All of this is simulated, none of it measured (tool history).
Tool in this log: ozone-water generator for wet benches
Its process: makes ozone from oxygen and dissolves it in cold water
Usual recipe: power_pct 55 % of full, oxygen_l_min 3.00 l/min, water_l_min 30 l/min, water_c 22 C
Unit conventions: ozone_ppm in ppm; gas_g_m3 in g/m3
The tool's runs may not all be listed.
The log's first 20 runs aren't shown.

{"run": 21, "hour": 995.3, "power_pct": 46, "oxygen_l_min": 4.58, "water_l_min": 23, "water_c": 22, "ozone_ppm": 15.0, "gas_g_m3": 149.0}
{"run": 22, "hour": 1045.2, "power_pct": 46, "oxygen_l_min": 4.58, "water_l_min": 23, "water_c": 22, "ozone_ppm": 14.8, "gas_g_m3": 147.2}
{"run": 23, "hour": 1096.1, "power_pct": 46, "oxygen_l_min": 4.58, "water_l_min": 23, "water_c": 22, "ozone_ppm": 14.8, "gas_g_m3": 147.9}
{"run": 24, "hour": 1166.9, "power_pct": 72, "oxygen_l_min": 4.58, "water_l_min": 23, "water_c": 22, "ozone_ppm": 19.5, "gas_g_m3": 195.0}
{"run": 25, "hour": 1232.4, "power_pct": 72, "oxygen_l_min": 4.58, "water_l_min": 23, "water_c": 22, "ozone_ppm": 18.9, "gas_g_m3": 192.8}
{"run": 26, "hour": 1275.6, "power_pct": 72, "oxygen_l_min": 4.58, "water_l_min": 23, "water_c": 22, "ozone_ppm": 19.4, "gas_g_m3": 190.7}
{"run": 27, "hour": 1317.6, "power_pct": 60, "oxygen_l_min": 4.58, "water_l_min": 23, "water_c": 22, "ozone_ppm": 17.3, "gas_g_m3": 171.6}
{"run": 28, "hour": 1385.3, "power_pct": 55, "oxygen_l_min": 3.0, "water_l_min": 27, "water_c": 22, "ozone_ppm": 13.9, "gas_g_m3": 205.4}
{"run": 29, "hour": 1416.8, "power_pct": 55, "oxygen_l_min": 2.88, "water_l_min": 36, "water_c": 22, "ozone_ppm": 10.6, "gas_g_m3": 209.7}
{"run": 30, "hour": 1452.9, "power_pct": 77, "oxygen_l_min": 1.99, "water_l_min": 36, "water_c": 28, "ozone_ppm": 11.4, "gas_g_m3": 309.7}
{"run": 31, "hour": 1497.9, "power_pct": 77, "oxygen_l_min": 1.99, "water_l_min": 31, "water_c": 28, "ozone_ppm": 13.0, "gas_g_m3": 312.4}
{"run": 32, "hour": 1559.7, "power_pct": 77, "oxygen_l_min": 1.99, "water_l_min": 31, "water_c": 28, "ozone_ppm": 13.0, "gas_g_m3": 311.9}
{"run": 33, "hour": 1623.1, "power_pct": 72, "oxygen_l_min": 3.0, "water_l_min": 20, "water_c": 22, "ozone_ppm": 20.5, "gas_g_m3": 238.0}

Here are 3 independent what-if runs from the current tool condition. What would each one return?
{"run": "A", "hour": 1669.1, "power_pct": 73, "oxygen_l_min": 2.26, "water_l_min": 30, "water_c": 18, "ozone_ppm": "?", "gas_g_m3": "?"}
{"run": "B", "hour": 1669.1, "power_pct": 72, "oxygen_l_min": 4.16, "water_l_min": 20, "water_c": 22, "ozone_ppm": "?", "gas_g_m3": "?"}
{"run": "C", "hour": 1669.1, "power_pct": 79, "oxygen_l_min": 2.2, "water_l_min": 20, "water_c": 22, "ozone_ppm": "?", "gas_g_m3": "?"}

run=A ozone_ppm=14.2 gas_g_m3=280.4
run=B ozone_ppm=20.7 gas_g_m3=199.1
run=C ozone_ppm=20.5 gas_g_m3=296.5
Stripped of hidden state, with their random variation kept, the same runs would have yielded:
run=A ozone_ppm=15.9 gas_g_m3=309.0
run=B ozone_ppm=23.2 gas_g_m3=219.3
run=C ozone_ppm=23.1 gas_g_m3=328.4
